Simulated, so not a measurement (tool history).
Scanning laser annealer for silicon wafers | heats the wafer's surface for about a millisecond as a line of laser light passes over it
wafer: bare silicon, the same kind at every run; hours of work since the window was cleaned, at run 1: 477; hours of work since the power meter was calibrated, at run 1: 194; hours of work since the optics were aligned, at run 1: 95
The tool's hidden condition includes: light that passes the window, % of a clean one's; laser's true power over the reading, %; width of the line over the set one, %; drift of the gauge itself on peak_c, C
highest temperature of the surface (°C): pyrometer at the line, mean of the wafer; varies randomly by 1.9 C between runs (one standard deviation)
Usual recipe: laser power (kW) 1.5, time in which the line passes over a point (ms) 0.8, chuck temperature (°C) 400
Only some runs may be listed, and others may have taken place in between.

| run | day | laser power (kW) | time in which the line passes over a point (ms) | chuck temperature (°C) | hours of work since the window was cleaned | hours of work since the power meter was calibrated | hours of work since the optics were aligned | highest temperature of the surface (°C) |
|---|---|---|---|---|---|---|---|---|
| 1 | 0 | 1.5 | 0.8 | 400 | 477 | 194 | 95 | 1145 |
| 2 | 1.396 | 1.5 | 0.8 | 400 | 495 | 213 | 113 | 1150 |
| 3 | 2.988 | 1.5 | 0.8 | 400 | 516 | 233 | 134 | 1144 |
| 4 | 4.15 | 1.5 | 0.8 | 400 | 531 | 248 | 149 | 1141 |
| 5 | 5.758 | 1.5 | 0.8 | 400 | 552 | 269 | 170 | 1144 |
| 6 | 7.271 | 1.36 | 0.8 | 400 | 572 | 289 | 189 | 1063 |
| 7 | 8.662 | 1.36 | 0.8 | 400 | 590 | 307 | 208 | 1062 |
| 8 | 10.425 | 1.36 | 0.8 | 400 | 613 | 330 | 230 | 1066 |
| 9 | 11.346 | 1.36 | 0.8 | 400 | 625 | 342 | 242 | 1065 |
| 10 | 12.638 | 1.5 | 0.8 | 366 | 641 | 359 | 259 | 1106 |
| 11 | 14.321 | 1.5 | 0.8 | 366 | 663 | 381 | 281 | 1101 |
| 12 | 15.817 | 1.5 | 0.8 | 400 | 683 | 400 | 301 | 1134 |
| 13 | 17.3 | 1.5 | 0.8 | 400 | 702 | 419 | 320 | 1131 |
| 14 | 18.05 | 1.5 | 0.629 | 400 | 712 | 429 | 330 | 1043 |
| 15 | 18.883 | 1.5 | 0.716 | 400 | 723 | 440 | 341 | 1092 |
| 16 | 19.838 | 1.47 | 0.963 | 439 | 735 | 453 | 353 | 1228 |
| 17 | 20.821 | 1.47 | 0.963 | 439 | 748 | 465 | 366 | 1232 |
| 18 | 22.283 | 1.5 | 0.805 | 400 | 767 | 484 | 385 | 1131 |
| 19 | 23.788 | 1.5 | 0.805 | 400 | 786 | 504 | 404 | 1133 |
| 20 | 24.912 | 1.318 | 0.656 | 372 | 801 | 519 | 419 | 938 |

What will run 21 give?
| 21 | 25.996 | 1.318 | 0.656 | 372 | 815 | 533 | 433 | ? |

{"run 21": {"highest temperature of the surface (°C)": 941}}
Take away the tool's hidden state, keep the run-to-run variation as it was, and the same run would have given highest temperature of the surface (°C) 979.
